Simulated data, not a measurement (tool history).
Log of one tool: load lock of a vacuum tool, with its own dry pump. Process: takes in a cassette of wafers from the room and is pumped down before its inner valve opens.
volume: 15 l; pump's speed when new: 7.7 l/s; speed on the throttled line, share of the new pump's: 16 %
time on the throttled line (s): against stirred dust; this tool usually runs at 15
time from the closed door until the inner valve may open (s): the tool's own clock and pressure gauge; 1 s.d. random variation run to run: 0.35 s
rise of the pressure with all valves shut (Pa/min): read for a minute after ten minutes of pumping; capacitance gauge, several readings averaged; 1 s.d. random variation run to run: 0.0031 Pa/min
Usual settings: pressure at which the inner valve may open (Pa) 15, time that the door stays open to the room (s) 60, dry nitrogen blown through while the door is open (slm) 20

run	hour	time on the throttled line (s)	pressure at which the inner valve may open (Pa)	time that the door stays open to the room (s)	dry nitrogen blown through while the door is open (slm)	incoming humidity of the room's air, %	time from the closed door until the inner valve may open (s)	rise of the pressure with all valves shut (Pa/min)
1	0	15	15	60	20	42.8	32.6	0.108
2	222.3	15	15	60	37	47.4	33	0.096
3	506.3	15	15	60	37	47.4	33.5	0.107
4	638.7	15	15	60	37	45.4	33.6	0.106
5	849.7	15	15	60	37	41.9	33.7	0.109
6	1105.4	15	15	60	20	45.7	34.1	0.131
7	1402.9	15	15	60	20	46.9	33.9	0.141
8	1665.4	15	15	60	20	45	33.8	0.146
9	1951.9	11	15	60	20	44.2	31.6	0.149
10	2197.9	21	17	59	15	45.2	39.6	0.162
11	2464.4	11	13	59	15	48	32.2	0.175
# hour 2499.6: dry pump taken out, an overhauled one fitted
12	2759.5	11	13	35	14	41	27.4	0.154
13	3072.6	11	13	35	14	45.9	26.5	0.168
14	3267.6	11	13	35	14	43.3	26.9	0.173
15	3477.7	10	15	234	44	42.1	26.1	0.224
16	3756.1	10	14	71	8	44.8	26	0.227

Estimate the outcome of run 17 from the log above:
17	4050.4	19	22	96	7	42.3	?	?

time from the closed door until the inner valve may open (s): 33.2
rise of the pressure with all valves shut (Pa/min): 0.259
With no hidden state in the tool, this same run would have given time from the closed door until the inner valve may open (s) 32.6, rise of the pressure with all valves shut (Pa/min) 0.121.

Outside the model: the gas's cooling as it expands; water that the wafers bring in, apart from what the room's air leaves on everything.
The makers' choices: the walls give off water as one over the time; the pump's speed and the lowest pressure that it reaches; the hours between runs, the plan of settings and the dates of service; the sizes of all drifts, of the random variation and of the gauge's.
